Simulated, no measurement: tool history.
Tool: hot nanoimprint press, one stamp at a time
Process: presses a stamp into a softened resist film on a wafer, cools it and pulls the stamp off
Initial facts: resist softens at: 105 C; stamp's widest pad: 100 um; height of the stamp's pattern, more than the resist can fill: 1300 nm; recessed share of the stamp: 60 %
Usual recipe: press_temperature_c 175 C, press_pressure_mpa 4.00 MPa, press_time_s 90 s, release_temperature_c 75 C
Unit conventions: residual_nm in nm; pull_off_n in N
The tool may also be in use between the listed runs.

| run | hour | press_temperature_c | press_pressure_mpa | press_time_s | release_temperature_c | residual_nm | pull_off_n |
|---|---|---|---|---|---|---|---|
| 1 | 0.0 | 175 | 4.00 | 90 | 75 | 368.9 | 175 |
| 2 | 14.7 | 175 | 4.00 | 90 | 60 | 374.9 | 196 |
| 3 | 32.0 | 175 | 4.00 | 90 | 60 | 374.7 | 189 |
| 4 | 49.2 | 175 | 4.00 | 90 | 60 | 369.3 | 203 |
| 5 | 67.4 | 175 | 4.00 | 90 | 60 | 378.8 | 194 |
| 6 | 82.2 | 175 | 4.00 | 90 | 60 | 377.9 | 199 |
| 7 | 95.6 | 175 | 4.00 | 90 | 60 | 376.0 | 199 |
| 8 | 116.9 | 175 | 4.00 | 90 | 60 | 378.4 | 208 |
| 9 | 138.8 | 175 | 4.00 | 90 | 60 | 372.9 | 216 |
| 10 | 156.6 | 167 | 4.00 | 90 | 75 | 448.6 | 184 |
| 11 | 184.8 | 167 | 4.00 | 90 | 75 | 450.6 | 192 |
| 12 | 203.7 | 167 | 4.00 | 140 | 75 | 400.8 | 191 |
| 13 | 216.9 | 167 | 4.00 | 140 | 75 | 399.9 | 199 |
| 14 | 235.0 | 175 | 4.00 | 90 | 81 | 375.3 | 186 |
| 15 | 255.1 | 175 | 3.19 | 90 | 82 | 420.3 | 196 |
| 16 | 277.8 | 175 | 3.19 | 90 | 82 | 424.0 | 184 |
| 17 | 304.6 | 175 | 2.57 | 166 | 60 | 391.5 | 228 |
|  | 310.0 | plate thermocouple calibrated |
| 18 | 329.2 | 175 | 2.57 | 166 | 60 | 400.3 | 223 |
| 19 | 351.8 | 180 | 5.39 | 102 | 70 | 286.2 | 222 |
|  | 366.9 | plate thermocouple calibrated, once more |
| 20 | 369.8 | 180 | 5.39 | 102 | 70 | 277.8 | 221 |
| 21 | 388.6 | 186 | 5.39 | 102 | 70 | 240.5 | 223 |
| 22 | 411.3 | 167 | 5.20 | 102 | 70 | 386.2 | 219 |
| 23 | 425.8 | 185 | 3.42 | 90 | 75 | 323.1 | 224 |
| 24 | 451.3 | 185 | 3.42 | 90 | 75 | 326.2 | 223 |
| 25 | 463.8 | 171 | 4.00 | 90 | 75 | 412.5 | 215 |
| 26 | 477.9 | 172 | 5.30 | 90 | 68 | 352.4 | 241 |

Forecast each of these 5 alternatives for the next run:
| A | 504.7 | 180 | 4.00 | 142 | 75 | ? | ? |
| B | 504.7 | 172 | 4.45 | 90 | 68 | ? | ? |
| C | 504.7 | 172 | 5.67 | 128 | 68 | ? | ? |
| D | 504.7 | 172 | 2.70 | 90 | 68 | ? | ? |
| E | 504.7 | 172 | 2.49 | 90 | 72 | ? | ? |

| run | residual_nm | pull_off_n |
|---|---|---|
| A | 294.0 | 225 |
| B | 383.5 | 233 |
| C | 307.6 | 243 |
| D | 476.7 | 242 |
| E | 489.0 | 234 |
Without the tool's hidden state the same runs would have given:
| run | residual_nm | pull_off_n |
|---|---|---|
| A | 277.1 | 161 |
| B | 361.6 | 167 |
| C | 283.5 | 173 |
| D | 462.2 | 173 |
| E | 475.8 | 167 |
